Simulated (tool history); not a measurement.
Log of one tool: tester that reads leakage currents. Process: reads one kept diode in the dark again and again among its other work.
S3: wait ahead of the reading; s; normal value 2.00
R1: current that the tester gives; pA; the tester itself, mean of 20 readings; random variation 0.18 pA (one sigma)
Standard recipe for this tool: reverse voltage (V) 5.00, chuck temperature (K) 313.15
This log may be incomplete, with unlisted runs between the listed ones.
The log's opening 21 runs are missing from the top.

run 22 day=47.325 | reverse_voltage_(V)=6.56 chuck_temperature_(K)=295.15 S3=4.09 | R1=16.73
run 23 day=49.779 | reverse_voltage_(V)=1.00 chuck_temperature_(K)=313.15 S3=4.09 | R1=24.70
-- day=50.042 chuck's temperature calibrated
run 24 day=51.871 | reverse_voltage_(V)=3.61 chuck_temperature_(K)=324.15 S3=2.18 | R1=94.19
run 25 day=54.025 | reverse_voltage_(V)=3.06 chuck_temperature_(K)=312.15 S3=3.84 | R1=37.45
run 26 day=55.917 | reverse_voltage_(V)=3.06 chuck_temperature_(K)=312.15 S3=3.84 | R1=37.39
-- day=57.896 chuck's temperature calibrated, once more
run 27 day=58.788 | reverse_voltage_(V)=1.32 chuck_temperature_(K)=296.15 S3=0.64 | R1=9.11
run 28 day=61.575 | reverse_voltage_(V)=1.32 chuck_temperature_(K)=296.15 S3=0.64 | R1=9.16
run 29 day=63.138 | reverse_voltage_(V)=2.24 chuck_temperature_(K)=326.15 S3=1.52 | R1=99.16
run 30 day=66.296 | reverse_voltage_(V)=15.47 chuck_temperature_(K)=297.15 S3=3.66 | R1=39.03
run 31 day=69.433 | reverse_voltage_(V)=15.47 chuck_temperature_(K)=297.15 S3=1.72 | R1=40.92
run 32 day=72.183 | reverse_voltage_(V)=16.52 chuck_temperature_(K)=316.15 S3=2.00 | R1=135.07
run 33 day=74.358 | reverse_voltage_(V)=16.52 chuck_temperature_(K)=316.15 S3=2.00 | R1=135.10
run 34 day=75.692 | reverse_voltage_(V)=16.52 chuck_temperature_(K)=316.15 S3=2.00 | R1=135.87
run 35 day=78.112 | reverse_voltage_(V)=5.00 chuck_temperature_(K)=318.15 S3=4.33 | R1=83.85

Branching from run 35: 4 alternative next runs. What would each branch give?
run A day=79.908 | reverse_voltage_(V)=8.45 chuck_temperature_(K)=313.15 S3=1.99 | R1=?
run B day=79.908 | reverse_voltage_(V)=1.82 chuck_temperature_(K)=328.15 S3=0.54 | R1=?
run C day=79.908 | reverse_voltage_(V)=10.73 chuck_temperature_(K)=308.15 S3=4.33 | R1=?
run D day=79.908 | reverse_voltage_(V)=17.61 chuck_temperature_(K)=324.15 S3=2.00 | R1=?

run=A R1=78.95
run=B R1=102.69
run=C R1=64.32
run=D R1=235.44
With no hidden state in the tool, these same runs would have given:
run=A R1=72.00
run=B R1=102.60
run=C R1=54.90
run=D R1=222.04
